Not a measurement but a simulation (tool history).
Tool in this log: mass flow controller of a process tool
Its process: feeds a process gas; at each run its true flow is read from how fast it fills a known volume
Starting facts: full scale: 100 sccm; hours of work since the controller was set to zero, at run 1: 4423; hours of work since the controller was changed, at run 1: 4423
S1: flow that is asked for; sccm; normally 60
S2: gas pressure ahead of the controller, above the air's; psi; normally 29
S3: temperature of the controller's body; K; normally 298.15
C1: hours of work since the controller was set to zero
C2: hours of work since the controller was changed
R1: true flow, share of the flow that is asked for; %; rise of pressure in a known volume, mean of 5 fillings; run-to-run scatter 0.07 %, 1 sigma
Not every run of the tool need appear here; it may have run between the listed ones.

| run | hour | S1 | S2 | S3 | C1 | C2 | R1 |
|---|---|---|---|---|---|---|---|
| 1 | 0 | 60 | 29 | 298.15 | 4423 | 4423 | 99.13 |
| 2 | 245.7 | 60 | 29 | 298.15 | 4604 | 4604 | 99.15 |
| 3 | 426.6 | 60 | 29 | 298.15 | 4737 | 4737 | 99.24 |
| 4 | 755.4 | 60 | 29 | 311.15 | 4979 | 4979 | 98.81 |
| 5 | 919.4 | 60 | 29 | 311.15 | 5099 | 5099 | 98.94 |
| 6 | 1279.6 | 60 | 29 | 311.15 | 5364 | 5364 | 99.01 |
| 7 | 1471.6 | 60 | 29 | 306.15 | 5505 | 5505 | 99.14 |
| 8 | 1767.9 | 60 | 29 | 306.15 | 5724 | 5724 | 99.26 |
| 9 | 1945.6 | 60 | 29 | 306.15 | 5854 | 5854 | 99.27 |
| 10 | 2269.2 | 60 | 29 | 302.15 | 6092 | 6092 | 99.54 |
| 11 | 2552.3 | 60 | 22.9 | 298.15 | 6300 | 6300 | 99.81 |
| 12 | 2779.9 | 60 | 29 | 303.15 | 6468 | 6468 | 99.54 |
| 13 | 3002.9 | 60 | 29 | 303.15 | 6632 | 6632 | 99.61 |
| 14 | 3319.3 | 60 | 25.8 | 297.15 | 6865 | 6865 | 99.88 |
|  | 3513.9 | controller exchanged for a calibrated one |
| 15 | 3580.3 | 12 | 29 | 299.15 | 49 | 49 | 98.88 |
| 16 | 3752.7 | 58 | 21 | 310.15 | 176 | 176 | 99.7 |
| 17 | 4105 | 53 | 29 | 300.15 | 435 | 435 | 99.78 |
| 18 | 4351.9 | 18 | 36.8 | 298.15 | 616 | 616 | 99.24 |
| 19 | 4645.9 | 15 | 21.5 | 303.15 | 833 | 833 | 99.15 |
| 20 | 4908.9 | 41 | 21.2 | 311.15 | 1026 | 1026 | 99.5 |
| 21 | 5268.8 | 60 | 31.3 | 298.15 | 1291 | 1291 | 100.19 |
| 22 | 5464 | 60 | 31.3 | 298.15 | 1435 | 1435 | 100.16 |
| 23 | 5687.7 | 26 | 30 | 298.15 | 1599 | 1599 | 99.69 |
| 24 | 5926.9 | 82 | 24.4 | 299.15 | 1775 | 1775 | 100.84 |
| 25 | 6233.1 | 13 | 24.4 | 299.15 | 2000 | 2000 | 99.47 |
| 26 | 6405.1 | 13 | 25.7 | 303.15 | 2127 | 2127 | 99.35 |

Here are 4 independent what-if runs from the current tool condition. What would each one return?
| A | 6724.1 | 13 | 25.7 | 296.15 | 2362 | 2362 | ? |
| B | 6724.1 | 13 | 40.3 | 303.15 | 2362 | 2362 | ? |
| C | 6724.1 | 60 | 26.4 | 298.15 | 2362 | 2362 | ? |
| D | 6724.1 | 13 | 26.3 | 301.15 | 2362 | 2362 | ? |

| run | R1 |
|---|---|
| A | 99.77 |
| B | 99.31 |
| C | 100.61 |
| D | 99.45 |
With no hidden state in the tool, these same runs would have given:
| run | R1 |
|---|---|
| A | 98.37 |
| B | 97.92 |
| C | 99.19 |
| D | 98.06 |
